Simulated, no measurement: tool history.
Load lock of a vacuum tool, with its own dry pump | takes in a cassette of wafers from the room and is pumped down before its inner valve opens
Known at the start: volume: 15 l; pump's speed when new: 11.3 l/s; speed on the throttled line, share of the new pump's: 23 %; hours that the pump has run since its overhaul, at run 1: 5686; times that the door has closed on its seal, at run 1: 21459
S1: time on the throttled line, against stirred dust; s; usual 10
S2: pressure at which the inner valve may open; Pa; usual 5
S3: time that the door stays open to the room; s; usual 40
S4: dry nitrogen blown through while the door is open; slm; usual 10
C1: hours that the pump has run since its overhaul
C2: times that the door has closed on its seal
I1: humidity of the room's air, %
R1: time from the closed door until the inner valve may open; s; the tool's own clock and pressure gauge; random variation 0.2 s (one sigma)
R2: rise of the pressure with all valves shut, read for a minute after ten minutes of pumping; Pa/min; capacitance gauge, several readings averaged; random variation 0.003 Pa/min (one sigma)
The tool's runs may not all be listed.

{"run": 1, "hour": 0.0, "S1": 10, "S2": 5, "S3": 40, "S4": 10, "C1": 5686, "C2": 21459, "I1": 46.7, "R1": 21.8, "R2": 0.132}
{"run": 2, "hour": 328.3, "S1": 10, "S2": 5, "S3": 40, "S4": 10, "C1": 6015, "C2": 22856, "I1": 42, "R1": 22.3, "R2": 0.128}
{"run": 3, "hour": 751.9, "S1": 10, "S2": 5, "S3": 40, "S4": 10, "C1": 6438, "C2": 24657, "I1": 46.1, "R1": 22.4, "R2": 0.147}
{"run": 4, "hour": 1061.1, "S1": 11, "S2": 5, "S3": 40, "S4": 10, "C1": 6747, "C2": 25972, "I1": 47, "R1": 23, "R2": 0.163}
{"run": 5, "hour": 1466.7, "S1": 10, "S2": 5, "S3": 40, "S4": 6, "C1": 7153, "C2": 27696, "I1": 43.4, "R1": 22.3, "R2": 0.17}
{"run": 6, "hour": 1839.1, "S1": 7, "S2": 5, "S3": 40, "S4": 10, "C1": 7525, "C2": 29280, "I1": 41.9, "R1": 20.2, "R2": 0.175}
{"run": 7, "hour": 2284.3, "S1": 10, "S2": 5, "S3": 40, "S4": 10, "C1": 7970, "C2": 31173, "I1": 45.6, "R1": 22.5, "R2": 0.189}
{"run": 8, "hour": 2604.6, "S1": 10, "S2": 5, "S3": 81, "S4": 7, "C1": 8291, "C2": 32535, "I1": 47, "R1": 22.1, "R2": 0.215}
{"run": 9, "hour": 3079.9, "S1": 10, "S2": 8, "S3": 217, "S4": 10, "C1": 8766, "C2": 34557, "I1": 47.6, "R1": 21.7, "R2": 0.251}
{"run": 10, "hour": 3468.0, "S1": 17, "S2": 8, "S3": 217, "S4": 10, "C1": 9154, "C2": 36207, "I1": 47.2, "R1": 27.3, "R2": 0.262}
{"run": 11, "hour": 3971.2, "S1": 6, "S2": 9, "S3": 40, "S4": 22, "C1": 9657, "C2": 38347, "I1": 44.7, "R1": 18.9, "R2": 0.247}
{"run": 12, "hour": 4371.4, "S1": 15, "S2": 8, "S3": 40, "S4": 5, "C1": 10058, "C2": 40048, "I1": 46, "R1": 25.6, "R2": 0.28}
{"run": 13, "hour": 4595.4, "S1": 15, "S2": 8, "S3": 40, "S4": 5, "C1": 10282, "C2": 41001, "I1": 44.8, "R1": 26, "R2": 0.289}
{"run": 14, "hour": 5038.1, "S1": 15, "S2": 8, "S3": 40, "S4": 5, "C1": 10724, "C2": 42883, "I1": 42.5, "R1": 26, "R2": 0.303}

Forecast each of these 3 alternatives for the next run:
{"run": "A", "hour": 5418.7, "S1": 8, "S2": 8, "S3": 57, "S4": 10, "C1": 11105, "C2": 44502, "I1": 48, "R1": "?", "R2": "?"}
{"run": "B", "hour": 5418.7, "S1": 9, "S2": 5, "S3": 239, "S4": 10, "C1": 11105, "C2": 44502, "I1": 44.8, "R1": "?", "R2": "?"}
{"run": "C", "hour": 5418.7, "S1": 5, "S2": 5, "S3": 40, "S4": 10, "C1": 11105, "C2": 44502, "I1": 46.7, "R1": "?", "R2": "?"}

run=A R1=21 R2=0.324
run=B R1=22.3 R2=0.335
run=C R1=19.7 R2=0.312
Without the tool's hidden state the same runs would have given:
run=A R1=18.9 R2=0.044
run=B R1=20.2 R2=0.061
run=C R1=17.4 R2=0.034
